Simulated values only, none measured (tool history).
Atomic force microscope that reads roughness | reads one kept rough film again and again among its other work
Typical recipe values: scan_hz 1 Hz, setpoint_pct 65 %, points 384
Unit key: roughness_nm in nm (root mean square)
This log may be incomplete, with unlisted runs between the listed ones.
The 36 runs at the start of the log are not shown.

{"hour": 528.8, "done": "new tip fitted"}
{"run": 37, "hour": 542.8, "scan_hz": 1, "setpoint_pct": 75, "points": 560, "roughness_nm": 0.923}
{"run": 38, "hour": 560.0, "scan_hz": 1, "setpoint_pct": 70, "points": 560, "roughness_nm": 0.875}
{"run": 39, "hour": 580.2, "scan_hz": 2.93, "setpoint_pct": 56, "points": 264, "roughness_nm": 0.804}
{"run": 40, "hour": 592.1, "scan_hz": 3.96, "setpoint_pct": 56, "points": 264, "roughness_nm": 0.759}
{"run": 41, "hour": 611.3, "scan_hz": 0.82, "setpoint_pct": 67, "points": 493, "roughness_nm": 0.78}
{"hour": 618.4, "done": "new tip fitted"}
{"run": 42, "hour": 632.7, "scan_hz": 0.53, "setpoint_pct": 65, "points": 621, "roughness_nm": 0.956}
{"run": 43, "hour": 645.9, "scan_hz": 2.81, "setpoint_pct": 90, "points": 599, "roughness_nm": 0.71}
{"run": 44, "hour": 657.8, "scan_hz": 2.81, "setpoint_pct": 90, "points": 599, "roughness_nm": 0.676}
{"run": 45, "hour": 673.1, "scan_hz": 1.19, "setpoint_pct": 76, "points": 986, "roughness_nm": 0.8}
{"run": 46, "hour": 682.4, "scan_hz": 1.19, "setpoint_pct": 76, "points": 986, "roughness_nm": 0.793}
{"run": 47, "hour": 700.0, "scan_hz": 0.69, "setpoint_pct": 82, "points": 953, "roughness_nm": 0.754}
{"hour": 707.7, "done": "new tip fitted"}
{"run": 48, "hour": 714.6, "scan_hz": 0.51, "setpoint_pct": 58, "points": 741, "roughness_nm": 0.996}

Consider 4 possible next runs. They are alternatives, not a sequence: every one starts from the tool as it was left by run 48. What does each give?
{"run": "A", "hour": 735.5, "scan_hz": 0.68, "setpoint_pct": 58, "points": 571, "roughness_nm": "?"}
{"run": "B", "hour": 735.5, "scan_hz": 0.83, "setpoint_pct": 82, "points": 309, "roughness_nm": "?"}
{"run": "C", "hour": 735.5, "scan_hz": 1.49, "setpoint_pct": 86, "points": 384, "roughness_nm": "?"}
{"run": "D", "hour": 735.5, "scan_hz": 0.51, "setpoint_pct": 72, "points": 440, "roughness_nm": "?"}

run=A roughness_nm=0.922
run=B roughness_nm=0.858
run=C roughness_nm=0.81
run=D roughness_nm=0.911
Had the tool no hidden state, the same runs would have come out as:
run=A roughness_nm=0.991
run=B roughness_nm=0.923
run=C roughness_nm=0.871
run=D roughness_nm=0.979

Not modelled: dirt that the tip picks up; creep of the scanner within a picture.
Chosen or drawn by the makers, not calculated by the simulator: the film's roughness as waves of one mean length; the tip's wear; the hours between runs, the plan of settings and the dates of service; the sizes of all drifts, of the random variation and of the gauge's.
